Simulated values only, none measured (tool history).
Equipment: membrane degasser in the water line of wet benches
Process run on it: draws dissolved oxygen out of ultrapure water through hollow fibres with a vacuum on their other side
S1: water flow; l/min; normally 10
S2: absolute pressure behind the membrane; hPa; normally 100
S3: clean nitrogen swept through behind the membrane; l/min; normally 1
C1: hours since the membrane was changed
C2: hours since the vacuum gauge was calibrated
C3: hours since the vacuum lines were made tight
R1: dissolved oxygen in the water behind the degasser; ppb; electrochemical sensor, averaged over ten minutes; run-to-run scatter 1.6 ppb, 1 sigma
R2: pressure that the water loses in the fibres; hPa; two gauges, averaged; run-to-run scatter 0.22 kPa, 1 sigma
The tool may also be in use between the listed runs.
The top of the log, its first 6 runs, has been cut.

run     day  S1   S2    S3    C1    C2    C3     R1     R2
  7  15.508   7  100     1   481  1259  6144  118.6  386.4
  8  18.342   7  100     1   549  1327  6212  119.8  386.1
  9  20.612   7  100     1   604  1381  6267  120.2  384.5
 10  22.404  10  100     1   647  1424  6310  171.7  551.9
 11  23.875  10  100     1   682  1459  6345  168.7    553
 12  27.079  10  124     1   759  1536  6422  227.5  551.8
 13  28.504  10  100  0.45   793  1570  6456  335.1  555.5
 14  30.471  10  100  1.14   840  1618  6503  147.6  552.8
 15  32.971  10  100  1.14   900  1678  6563  150.1  551.9
 16  35.575  10  100  1.14   963  1740  6626  148.5  552.1
     37.096  -- seals of the vacuum lines changed
 17  38.338  10  100  1.14  1027  1805    30  143.3  555.3
 18  40.346  10  187  1.59  1075  1853    78  232.4  552.4

Forecast run 19:
 19  42.175  10  72  1.59  1119  1897  122   ?   ?

Run 19 yielded R1 63.7 ppb, R2 551.9 hPa.
With no hidden state in the tool, this same run would have given R1 63 ppb, R2 546.2 hPa.
